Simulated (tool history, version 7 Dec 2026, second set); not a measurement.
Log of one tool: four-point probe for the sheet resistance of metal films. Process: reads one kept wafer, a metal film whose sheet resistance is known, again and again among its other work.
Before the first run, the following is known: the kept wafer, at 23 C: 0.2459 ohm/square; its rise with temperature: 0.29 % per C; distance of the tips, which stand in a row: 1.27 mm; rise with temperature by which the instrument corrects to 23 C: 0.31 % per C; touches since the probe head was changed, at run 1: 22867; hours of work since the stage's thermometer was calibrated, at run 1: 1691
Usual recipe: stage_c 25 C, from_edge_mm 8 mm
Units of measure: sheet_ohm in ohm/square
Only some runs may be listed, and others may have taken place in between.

run   hour  stage_c  from_edge_mm  touches since the probe head was changed  hours of work since the stage's thermometer was calibrated  sheet_ohm
  1    0.0       25             8                                     22867                                                        1691   0.249436
  2   26.0       25             8                                     24031                                                        1708   0.249468
  3   49.4       25             8                                     25080                                                        1724   0.249486
  4   60.9       25            33                                     25598                                                        1731   0.246377
  5   74.7       25            33                                     26217                                                        1740   0.246372
  6   99.2       25             8                                     27312                                                        1757   0.249494
  7  111.7       24            21                                     27875                                                        1765   0.246755
     120.3  -- stage's thermometer calibrated
  8  126.0       24            21                                     28493                                                           4   0.247206
  9  139.0       25            31                                     29075                                                          13   0.246895
 10  164.9       21             4                                     30238                                                          30   0.259529
 11  177.8       21             4                                     30813                                                          38   0.259442
 12  195.1       34             8                                     31590                                                          50   0.249676

Alternative continuations, all from the tool just after run 12; predict every row:
  A  213.0       22             9                                     32391                                                          62          ?
  B  213.0       25             3                                     32391                                                          62          ?
  C  213.0       26             8                                     32391                                                          62          ?
  D  213.0       26             5                                     32391                                                          62          ?

run  sheet_ohm
  A   0.249408
  B   0.268181
  C   0.249974
  D   0.254950
Without the tool's hidden state the same runs would have given:
run  sheet_ohm
  A   0.248563
  B   0.267278
  C   0.249127
  D   0.254087

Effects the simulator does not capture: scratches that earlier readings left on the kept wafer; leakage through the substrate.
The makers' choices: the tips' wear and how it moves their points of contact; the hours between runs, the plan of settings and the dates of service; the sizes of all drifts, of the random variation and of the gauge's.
